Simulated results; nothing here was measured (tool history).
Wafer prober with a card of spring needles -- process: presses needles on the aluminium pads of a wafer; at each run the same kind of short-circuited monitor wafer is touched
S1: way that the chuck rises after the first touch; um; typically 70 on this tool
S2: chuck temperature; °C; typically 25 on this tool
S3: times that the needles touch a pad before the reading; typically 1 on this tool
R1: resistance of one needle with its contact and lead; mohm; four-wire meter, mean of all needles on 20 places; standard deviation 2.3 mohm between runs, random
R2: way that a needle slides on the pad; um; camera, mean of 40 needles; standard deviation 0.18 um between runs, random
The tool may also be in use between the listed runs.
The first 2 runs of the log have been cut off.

run	hour	S1	S2	S3	R1	R2
# hour 12.1: tips cleaned on abrasive film
3	15.5	70	46	1	267	17.69
# hour 17.4: tips cleaned on abrasive film
4	21.8	70	25	1	265	17.78
# hour 22.5: tips cleaned on abrasive film
# hour 27.5: tips cleaned on abrasive film
5	28.6	70	25	1	258	17.27
# hour 32.6: tips cleaned on abrasive film
# hour 37.8: tips cleaned on abrasive film
6	38.3	70	25	1	254	17.66
# hour 43: tips cleaned on abrasive film
7	43.3	70	49	1	261	17.64
# hour 48.3: tips cleaned on abrasive film
8	52.5	70	49	2	261	17.88
# hour 53.6: tips cleaned on abrasive film
9	56.9	70	49	2	266	17.97
# hour 58.8: tips cleaned on abrasive film
# hour 63.8: tips cleaned on abrasive film
10	66.4	70	49	2	263	17.77
# hour 68.9: tips cleaned on abrasive film
# hour 74.4: tips cleaned on abrasive film
11	75.8	70	49	1	267	17.16
# hour 79.8: tips cleaned on abrasive film
12	81.7	70	49	1	266	17.63
# hour 85.2: tips cleaned on abrasive film
13	86.9	70	25	1	259	17.65
# hour 90.4: tips cleaned on abrasive film
14	91.4	70	25	1	258	17.21
# hour 95.9: tips cleaned on abrasive film
15	97.6	70	25	1	262	17.53
# hour 101.3: tips cleaned on abrasive film
16	103.3	70	25	1	265	17.33
# hour 104.4: height of the first contact set anew
# hour 106.7: tips cleaned on abrasive film
# hour 111.7: tips cleaned on abrasive film
17	111.7	70	26	1	255	16.47
# hour 117.3: tips cleaned on abrasive film
18	118.3	70	26	1	263	16.55
# hour 122.3: tips cleaned on abrasive film
19	123.2	70	26	1	259	16.71
# hour 127.6: tips cleaned on abrasive film
20	130.5	57	62	2	273	13.04

Estimate the outcome of run 21 from the log above:
# hour 132.8: tips cleaned on abrasive film
# hour 138.2: tips cleaned on abrasive film
21	139.6	57	26	1	?	?

For run 21 the tool returned R1 264 mohm, R2 13.09 um.
Without the tool's hidden state the same run would have given R1 254 mohm, R2 15.39 um.
